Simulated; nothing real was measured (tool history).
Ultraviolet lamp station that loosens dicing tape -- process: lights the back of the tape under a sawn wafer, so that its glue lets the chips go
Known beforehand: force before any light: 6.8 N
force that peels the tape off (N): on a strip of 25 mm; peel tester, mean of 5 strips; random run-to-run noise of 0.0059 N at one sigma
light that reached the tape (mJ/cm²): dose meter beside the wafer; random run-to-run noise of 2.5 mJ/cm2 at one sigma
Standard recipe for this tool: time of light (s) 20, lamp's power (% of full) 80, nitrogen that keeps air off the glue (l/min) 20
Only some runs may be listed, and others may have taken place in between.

run,hour,time of light (s),lamp's power (% of full),nitrogen that keeps air off the glue (l/min),force that peels the tape off (N),light that reached the tape (mJ/cm²)
1,0,20,80,20,0.187,270
2,26.4,20,80,20,0.192,268
3,52.5,26,80,20,0.118,344
4,66,26,80,20,0.12,349
5,94.5,26,80,20,0.123,347
6,119.3,26,80,20,0.116,346
7,146.8,26,80,20,0.113,340
8,167,26,77,20,0.12,322

What will run 9 give?
9,186.2,26,66,9,?,?

Run 9 measured force that peels the tape off (N) 0.35, light that reached the tape (mJ/cm²) 277.
The same run, on a tool lacking any hidden state, would have yielded force that peels the tape off (N) 0.248, light that reached the tape (mJ/cm²) 320.

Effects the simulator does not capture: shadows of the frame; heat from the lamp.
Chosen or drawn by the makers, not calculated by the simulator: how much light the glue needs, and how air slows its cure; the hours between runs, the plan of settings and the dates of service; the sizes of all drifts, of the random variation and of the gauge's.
